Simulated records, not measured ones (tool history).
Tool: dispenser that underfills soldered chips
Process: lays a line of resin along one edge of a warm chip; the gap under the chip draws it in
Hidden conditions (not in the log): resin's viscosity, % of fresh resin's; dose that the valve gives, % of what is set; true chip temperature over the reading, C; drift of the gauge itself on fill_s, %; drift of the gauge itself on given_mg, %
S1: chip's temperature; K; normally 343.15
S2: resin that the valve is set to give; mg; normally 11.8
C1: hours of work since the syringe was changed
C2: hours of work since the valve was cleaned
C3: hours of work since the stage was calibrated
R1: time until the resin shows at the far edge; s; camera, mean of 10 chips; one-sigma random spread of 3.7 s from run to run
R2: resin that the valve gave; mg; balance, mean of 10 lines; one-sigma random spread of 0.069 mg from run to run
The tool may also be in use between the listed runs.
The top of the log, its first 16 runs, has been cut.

{"run": 17, "hour": 129.7, "S1": 343.15, "S2": 11.8, "C1": 8, "C2": 118, "C3": 140, "R1": 546.1, "R2": 11.14}
{"hour": 133.8, "done": "dispensing valve cleaned and set on the balance"}
{"hour": 134.6, "done": "new syringe of resin"}
{"run": 18, "hour": 142.1, "S1": 343.15, "S2": 11.8, "C1": 6, "C2": 6, "C3": 148, "R1": 489.0, "R2": 11.67}
{"hour": 148.9, "done": "new syringe of resin"}
{"run": 19, "hour": 148.9, "S1": 343.15, "S2": 11.8, "C1": 0, "C2": 11, "C3": 153, "R1": 381.6, "R2": 11.84}
{"run": 20, "hour": 159.0, "S1": 343.15, "S2": 11.8, "C1": 8, "C2": 19, "C3": 161, "R1": 548.8, "R2": 11.75}
{"hour": 162.9, "done": "new syringe of resin"}
{"run": 21, "hour": 164.0, "S1": 343.15, "S2": 11.8, "C1": 1, "C2": 22, "C3": 164, "R1": 400.4, "R2": 11.76}
{"run": 22, "hour": 175.1, "S1": 343.15, "S2": 11.8, "C1": 9, "C2": 30, "C3": 172, "R1": 586.1, "R2": 11.58}
{"hour": 177.4, "done": "new syringe of resin"}
{"run": 23, "hour": 183.6, "S1": 343.15, "S2": 11.8, "C1": 5, "C2": 36, "C3": 179, "R1": 484.4, "R2": 11.59}
{"hour": 191.6, "done": "new syringe of resin"}
{"run": 24, "hour": 191.6, "S1": 330.15, "S2": 11.3, "C1": 0, "C2": 42, "C3": 184, "R1": 640.5, "R2": 11.04}
{"run": 25, "hour": 202.4, "S1": 330.15, "S2": 11.3, "C1": 8, "C2": 50, "C3": 192, "R1": 951.3, "R2": 11.07}
{"hour": 206.3, "done": "new syringe of resin"}
{"run": 26, "hour": 207.3, "S1": 335.15, "S2": 12.6, "C1": 1, "C2": 54, "C3": 196, "R1": 539.2, "R2": 12.32}
{"run": 27, "hour": 217.7, "S1": 343.15, "S2": 10.6, "C1": 9, "C2": 62, "C3": 204, "R1": 597.3, "R2": 10.32}

Run 28 comes next. What will it give?
{"hour": 220.4, "done": "new syringe of resin"}
{"run": 28, "hour": 226.2, "S1": 343.15, "S2": 10.6, "C1": 4, "C2": 68, "C3": 210, "R1": "?", "R2": "?"}

{"run 28": {"R1": 484.2, "R2": 10.32}}
On a tool with no hidden condition, and with the same random variation, this run would have come out at R1 374.9 s, R2 10.60 mg.
